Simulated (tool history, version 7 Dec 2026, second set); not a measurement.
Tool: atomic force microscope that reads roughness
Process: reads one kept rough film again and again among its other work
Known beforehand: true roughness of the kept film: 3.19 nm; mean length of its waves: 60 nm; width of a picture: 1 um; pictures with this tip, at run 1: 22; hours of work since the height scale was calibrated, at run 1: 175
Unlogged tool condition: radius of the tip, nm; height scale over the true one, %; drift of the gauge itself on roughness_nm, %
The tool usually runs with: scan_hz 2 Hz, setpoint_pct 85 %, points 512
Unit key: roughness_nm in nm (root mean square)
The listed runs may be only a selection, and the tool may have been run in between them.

run	hour	scan_hz	setpoint_pct	points	pictures with this tip	hours of work since the height scale was calibrated	roughness_nm
1	0	2	85	512	22	175	2.672
2	12.2	2	85	446	42	184	2.644
3	18.1	2	85	446	52	189	2.606
4	26.1	2	85	446	64	195	2.637
5	33.8	2	85	446	77	200	2.598
6	40.5	3.47	85	512	88	206	2.351
7	47.6	3.47	85	405	99	211	2.351
8	53.9	3.47	85	405	109	216	2.342
9	64.5	0.57	85	405	126	224	2.774
# hour 65.6: new tip fitted
10	71.2	0.57	85	405	9	228	2.975
11	83.3	2	73	740	29	237	2.805
12	89.7	1.22	85	518	39	242	2.794
13	95.5	1.22	85	518	48	247	2.758
14	105.5	1.22	85	518	64	254	2.762
15	111.9	2	85	270	75	259	2.579
16	119.5	2	83	660	87	265	2.599
17	127.7	0.52	77	590	100	271	2.86
18	134.8	2	85	534	111	276	2.533
19	142.6	2	85	534	124	282	2.505

Each row is a separate what-if for the run after 19, all from the same tool condition, not one after another. Results?
# hour 145: new tip fitted
A	155.4	1.82	69	534	17	291	?
# hour 145: new tip fitted
B	155.4	2	85	834	17	291	?
# hour 145: new tip fitted
C	155.4	0.91	85	698	17	291	?
# hour 145: new tip fitted
D	155.4	2.82	85	534	17	291	?
# hour 145: new tip fitted
E	155.4	2	85	421	17	291	?

run	roughness_nm
A	2.904
B	2.667
C	2.868
D	2.548
E	2.684
Stripped of hidden state, with their random variation kept, the same runs would have yielded:
run	roughness_nm
A	2.945
B	2.705
C	2.908
D	2.585
E	2.722
